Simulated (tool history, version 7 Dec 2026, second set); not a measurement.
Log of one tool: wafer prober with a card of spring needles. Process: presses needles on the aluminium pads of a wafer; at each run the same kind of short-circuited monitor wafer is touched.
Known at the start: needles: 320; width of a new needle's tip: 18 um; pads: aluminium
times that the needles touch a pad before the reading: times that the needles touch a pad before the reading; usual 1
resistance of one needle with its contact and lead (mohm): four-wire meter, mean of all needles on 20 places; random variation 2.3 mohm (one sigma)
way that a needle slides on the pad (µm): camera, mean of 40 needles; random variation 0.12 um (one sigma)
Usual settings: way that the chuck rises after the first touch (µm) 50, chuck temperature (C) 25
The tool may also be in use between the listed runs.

run   hour  way that the chuck rises after the first touch (µm)  chuck temperature (C)  times that the needles touch a pad before the reading  resistance of one needle with its contact and lead (mohm)  way that a needle slides on the pad (µm)
  1    0.0                                                   50                     25                                                      1                                                        266                                      8.79
       3.3  -- tips cleaned on abrasive film
      17.3  -- tips cleaned on abrasive film
  2   17.7                                                   50                     25                                                      1                                                        255                                      8.70
  3   25.9                                                   50                     25                                                      1                                                        270                                      8.67
      32.6  -- tips cleaned on abrasive film
  4   41.0                                                   50                     25                                                      1                                                        267                                      8.53
      46.4  -- tips cleaned on abrasive film
  5   48.6                                                   50                     25                                                      1                                                        257                                      8.67
      60.3  -- tips cleaned on abrasive film
  6   60.3                                                   50                     25                                                      1                                                        257                                      8.51
  7   69.5                                                   50                     46                                                      1                                                        271                                      8.59
      75.5  -- tips cleaned on abrasive film
  8   78.0                                                   50                     46                                                      1                                                        269                                      8.25
      89.6  -- tips cleaned on abrasive film
  9   95.0                                                   50                     46                                                      1                                                        269                                      8.48
 10  102.5                                                   50                     25                                                      1                                                        270                                      8.55
     104.1  -- tips cleaned on abrasive film
     117.9  -- tips cleaned on abrasive film
 11  117.9                                                   38                     25                                                      1                                                        266                                      6.17
     132.2  -- tips cleaned on abrasive film
 12  133.4                                                   38                     25                                                      1                                                        268                                      6.53
     146.9  -- tips cleaned on abrasive film
 13  148.9                                                   38                     25                                                      1                                                        270                                      6.29
     161.2  -- tips cleaned on abrasive film
 14  161.3                                                   38                     25                                                      1                                                        265                                      6.29
     175.2  -- tips cleaned on abrasive film
 15  177.7                                                   50                     25                                                      2                                                        257                                      8.30
     189.1  -- tips cleaned on abrasive film
 16  195.6                                                   50                     25                                                      2                                                        263                                      8.42
     203.9  -- tips cleaned on abrasive film
 17  207.2                                                   50                     25                                                      2                                                        260                                      8.13
     218.5  -- tips cleaned on abrasive film
 18  221.2                                                   50                     25                                                      2                                                        259                                      8.26
     233.8  -- tips cleaned on abrasive film
 19  237.5                                                   50                     25                                                      2                                                        259                                      8.36
 20  246.8                                                   50                     31                                                      1                                                        267                                      8.44
     248.1  -- tips cleaned on abrasive film
 21  258.1                                                   50                     31                                                      1                                                        271                                      8.34
     261.8  -- tips cleaned on abrasive film
 22  270.6                                                   47                    119                                                      3                                                        292                                      7.82
     276.0  -- tips cleaned on abrasive film
 23  280.5                                                   34                     52                                                      1                                                        289                                      5.30
     290.3  -- tips cleaned on abrasive film
 24  296.6                                                   34                     52                                                      1                                                        293                                      5.27
     304.6  -- tips cleaned on abrasive film
 25  314.4                                                   36                    113                                                      1                                                        320                                      5.65
     318.9  -- tips cleaned on abrasive film
 26  326.6                                                   46                     36                                                      2                                                        275                                      7.38
     333.8  -- tips cleaned on abrasive film
 27  337.6                                                   46                     79                                                      2                                                        280                                      7.37
     347.9  -- tips cleaned on abrasive film
 28  350.5                                                   46                     79                                                      2                                                        280                                      7.44
     362.1  -- tips cleaned on abrasive film
 29  363.5                                                   46                     79                                                      1                                                        278                                      7.69
 30  374.1                                                   46                     79                                                      1                                                        291                                      7.49
     376.8  -- tips cleaned on abrasive film
     391.3  -- tips cleaned on abrasive film
 31  391.8                                                   63                     25                                                      1                                                        249                                     10.76
 32  402.0                                                   63                     26                                                      2                                                        257                                     10.71

4 ways to go on from here, each from the tool as it stands after run 32. What would each give?
     405.7  -- tips cleaned on abrasive film
  A  418.6                                                   49                     26                                                      2                                                          ?                                         ?
     405.7  -- tips cleaned on abrasive film
  B  418.6                                                   63                     26                                                      2                                                          ?                                         ?
     405.7  -- tips cleaned on abrasive film
  C  418.6                                                   62                     25                                                      1                                                          ?                                         ?
     405.7  -- tips cleaned on abrasive film
  D  418.6                                                   63                     37                                                      2                                                          ?                                         ?

run  resistance of one needle with its contact and lead (mohm)  way that a needle slides on the pad (µm)
  A                                                        268                                      7.98
  B                                                        262                                     10.52
  C                                                        261                                     10.56
  D                                                        264                                     10.58
Without the tool's hidden state the same runs would have given:
run  resistance of one needle with its contact and lead (mohm)  way that a needle slides on the pad (µm)
  A                                                        252                                      9.05
  B                                                        253                                     11.60
  C                                                        246                                     11.65
  D                                                        255                                     11.65
